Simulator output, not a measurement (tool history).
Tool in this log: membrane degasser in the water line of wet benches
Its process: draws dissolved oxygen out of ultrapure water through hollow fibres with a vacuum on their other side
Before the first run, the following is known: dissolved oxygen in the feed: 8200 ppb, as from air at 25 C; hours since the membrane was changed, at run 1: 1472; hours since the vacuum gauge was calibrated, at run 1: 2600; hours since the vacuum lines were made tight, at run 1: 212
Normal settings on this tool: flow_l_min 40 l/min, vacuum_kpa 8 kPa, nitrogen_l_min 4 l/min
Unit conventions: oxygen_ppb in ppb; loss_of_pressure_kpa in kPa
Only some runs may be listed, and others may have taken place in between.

| run | day | flow_l_min | vacuum_kpa | nitrogen_l_min | hours since the membrane was changed | hours since the vacuum gauge was calibrated | hours since the vacuum lines were made tight | oxygen_ppb | loss_of_pressure_kpa |
|---|---|---|---|---|---|---|---|---|---|
| 1 | 0 | 40 | 8 | 4 | 1472 | 2600 | 212 | 125.6 | 59.35 |
| 2 | 1.662 | 40 | 8 | 8.36 | 1511 | 2640 | 252 | 67.8 | 59.35 |
| 3 | 4.358 | 40 | 8 | 8.36 | 1576 | 2704 | 317 | 67.5 | 58.78 |
| 4 | 5.833 | 40 | 8 | 8.36 | 1612 | 2740 | 352 | 69.6 | 58.81 |
| 5 | 8.183 | 40 | 8 | 8.36 | 1668 | 2796 | 409 | 70.3 | 58.74 |
| 6 | 10.404 | 37 | 8 | 4 | 1721 | 2849 | 462 | 115.3 | 53.99 |
| 7 | 13.896 | 62 | 8 | 4 | 1805 | 2933 | 546 | 199.4 | 90.78 |
| 8 | 15.908 | 62 | 8 | 4 | 1853 | 2982 | 594 | 200.9 | 90.89 |
| 9 | 18.854 | 62 | 8 | 4 | 1924 | 3052 | 665 | 203.2 | 90.46 |
| 10 | 21.625 | 41 | 10.29 | 2.21 | 1991 | 3119 | 731 | 299.9 | 59.51 |
| 11 | 23.458 | 41 | 10.29 | 2.21 | 2034 | 3163 | 775 | 295.5 | 59.87 |
| 12 | 25.825 | 30 | 8 | 4 | 2091 | 3219 | 832 | 91.9 | 43.49 |
| 13 | 28.908 | 41 | 5.62 | 2.62 | 2165 | 3294 | 906 | 97.3 | 59.53 |
| 14 | 31.583 | 41 | 5.62 | 2.62 | 2230 | 3358 | 970 | 99.9 | 59.59 |
| 15 | 34.458 | 41 | 5.62 | 2.62 | 2299 | 3427 | 1039 | 99.3 | 59.58 |
|  | 34.683 | gauge calibrated |
| 16 | 37.267 | 25 | 9.37 | 4.18 | 2366 | 3494 | 1107 | 91.9 | 36.73 |
| 17 | 39.104 | 50 | 10.69 | 2.37 | 2410 | 3538 | 1151 | 356 | 74.05 |

Alternative continuations, all from the tool just after run 17; predict every row:
| A | 40.95 | 50 | 4.9 | 2.37 | 2454 | 3582 | 1195 | ? | ? |
| B | 40.95 | 40 | 7.46 | 11.56 | 2454 | 3582 | 1195 | ? | ? |
| C | 40.95 | 40 | 8 | 6.77 | 2454 | 3582 | 1195 | ? | ? |
| D | 40.95 | 33 | 10.69 | 6.3 | 2454 | 3582 | 1195 | ? | ? |

| run | oxygen_ppb | loss_of_pressure_kpa |
|---|---|---|
| A | 103.3 | 73.45 |
| B | 49.6 | 58.94 |
| C | 80.7 | 58.63 |
| D | 103.6 | 48.52 |
The same runs, with their run-to-run variation unchanged, on a tool lacking any hidden condition would have given:
| run | oxygen_ppb | loss_of_pressure_kpa |
|---|---|---|
| A | 103.2 | 73.7 |
| B | 49.5 | 59.15 |
| C | 80.6 | 58.83 |
| D | 103.6 | 48.69 |
